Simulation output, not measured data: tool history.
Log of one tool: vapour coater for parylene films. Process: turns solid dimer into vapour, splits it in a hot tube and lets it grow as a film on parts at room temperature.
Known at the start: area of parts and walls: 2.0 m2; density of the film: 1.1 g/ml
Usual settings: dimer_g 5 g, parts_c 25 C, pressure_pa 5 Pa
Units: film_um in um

run,day,dimer_g,parts_c,pressure_pa,film_um
1,0,5,25,5,1.7
# day 0.358: trap's valve overhauled
2,2.146,5,25,5,1.8
3,3.483,5,25,5,1.79
4,5.217,5,25,5,1.77
5,7.133,6,25,5,2.13
6,9.421,6,25,5,2.11
7,11.746,6,25,5,2.09
8,14.138,6,25,5,2.09
9,16.367,6,30,3.29,1.73
# day 17.267: table's thermometer calibrated
10,17.821,7,31,2.81,1.96

Run 11 comes next. What will it give?
11,19.888,7,31,2.81,?

{"run 11": {"film_um": 1.94}}
Without the tool's hidden state the same run would have given film_um 2.04 um.
